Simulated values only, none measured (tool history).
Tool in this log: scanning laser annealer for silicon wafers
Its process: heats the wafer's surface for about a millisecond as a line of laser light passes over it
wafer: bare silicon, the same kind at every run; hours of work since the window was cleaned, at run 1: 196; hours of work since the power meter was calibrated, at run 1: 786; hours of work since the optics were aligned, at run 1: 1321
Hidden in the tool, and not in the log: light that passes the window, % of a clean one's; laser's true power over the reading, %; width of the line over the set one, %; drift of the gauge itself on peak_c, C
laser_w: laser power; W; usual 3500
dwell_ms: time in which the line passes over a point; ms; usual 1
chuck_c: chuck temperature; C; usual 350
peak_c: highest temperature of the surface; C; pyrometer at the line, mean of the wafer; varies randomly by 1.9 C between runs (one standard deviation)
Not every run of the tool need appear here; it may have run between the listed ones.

run    hour  laser_w  dwell_ms  chuck_c  hours of work since the window was cleaned  hours of work since the power meter was calibrated  hours of work since the optics were aligned  peak_c
  1       0     3500         1      350                                         196                                                 786                                         1321    1061
  2    19.8     3500         1      350                                         210                                                 799                                         1334    1061
  3    39.8     3500         1      350                                         223                                                 812                                         1347    1058
       87.1  -- optics aligned, line set to its width
  4    89.7     3546         1      350                                         253                                                 842                                            2    1085
  5   136.2     3546         1      350                                         284                                                 873                                           33    1079
      165.4  -- window over the wafer cleaned
  6   180.8     3546      0.88      350                                          10                                                 902                                           61    1056
  7   203.3     3546      0.88      350                                          25                                                 917                                           76    1052
  8   232.9     3500         1      332                                          45                                                 936                                           96    1069
  9   275.2     3500         1      384                                          73                                                 964                                          124    1115
 10   304.7     3500         1      384                                          93                                                 984                                          144    1116
 11     336     2988         1      350                                         114                                                1005                                          164     969
 12   365.7     2988         1      350                                         133                                                1025                                          184     972
 13   412.8     2988         1      350                                         165                                                1056                                          216     967
 14   457.6     3500         1      350                                         195                                                1086                                          245    1073
 15   479.4     3500         1      350                                         209                                                1100                                          260    1070
 16   511.1     3500         1      350                                         230                                                1121                                          281    1069
 17   534.6     3500         1      350                                         246                                                1137                                          297    1065
 18   579.5     3500         1      381                                         276                                                1167                                          327    1099
      620.6  -- window over the wafer cleaned
 19   621.1     3500         1      381                                           0                                                1193                                          353    1118
 20   646.2     3500         1      381                                          17                                                1210                                          370    1119
 21   689.7     3500      0.83      350                                          46                                                1239                                          399    1023
 22     718     3500      0.83      350                                          65                                                1258                                          417    1016
 23   743.7     3500      0.78      327                                          82                                                1275                                          435     977
 24   767.2     3500      0.78      327                                          98                                                1291                                          450     972
 25   793.4     3500      0.78      327                                         115                                                1308                                          468     973
 26   818.1     3554      1.08      350                                         132                                                1325                                          484    1113
 27     858     3459      1.22      350                                         158                                                1351                                          511    1132
 28   900.1     3459      1.22      350                                         186                                                1379                                          539    1129
 29   922.4     3459      1.22      350                                         201                                                1394                                          554    1123
 30   943.6     3060      1.11      343                                         215                                                1408                                          568    1002
 31   986.5     3060      1.11      343                                         244                                                1437                                          596     997
 32  1027.4     3060      1.11      343                                         271                                                1464                                          623     994
     1075.2  -- window over the wafer cleaned
 33    1076     3060      1.11      343                                           1                                                1495                                          654    1011
 34  1119.9     3500      0.71      351                                          30                                                1524                                          684     976
 35  1163.7     3500      0.71      351                                          59                                                1553                                          713     974
 36    1207     3500         1      348                                          88                                                1582                                          742    1075
 37  1239.9     3467      0.83      334                                         110                                                1604                                          764     989
 38  1267.5     3467      0.83      334                                         128                                                1623                                          782     992
 39  1303.1     3143      0.83      358                                         152                                                1646                                          806     950
 40  1327.7     3694      0.83      331                                         168                                                1663                                          822    1030

Selected run-to-run steps in peak_c, each split into two signed amounts: the part the tool would show with no hidden state at all (from settings, incoming material and random variation), and the remainder, which goes to the hidden state together with any gauge scatter not common to the measured and the hidden-state-free results:
Run 5 -> 6: dwell_ms 1 -> 0.88, window over the wafer cleaned. peak_c -23 C: hidden state +18, all else -41.
Run 10 -> 11: laser_w 3500 -> 2988, chuck_c 384 -> 350. peak_c -147 C: hidden state -1, all else -146.
Run 18 -> 19: window over the wafer cleaned. peak_c +19 C: hidden state +20, all else -1.
Run 25 -> 26: laser_w 3500 -> 3554, dwell_ms 0.78 -> 1.08, chuck_c 327 -> 350. peak_c +140 C: hidden state -4, all else +144.
Run 29 -> 30: laser_w 3459 -> 3060, dwell_ms 1.22 -> 1.11, chuck_c 350 -> 343. peak_c -121 C: hidden state +2, all else -123.
Run 32 -> 33: window over the wafer cleaned. peak_c +17 C: hidden state +17, all else +0.

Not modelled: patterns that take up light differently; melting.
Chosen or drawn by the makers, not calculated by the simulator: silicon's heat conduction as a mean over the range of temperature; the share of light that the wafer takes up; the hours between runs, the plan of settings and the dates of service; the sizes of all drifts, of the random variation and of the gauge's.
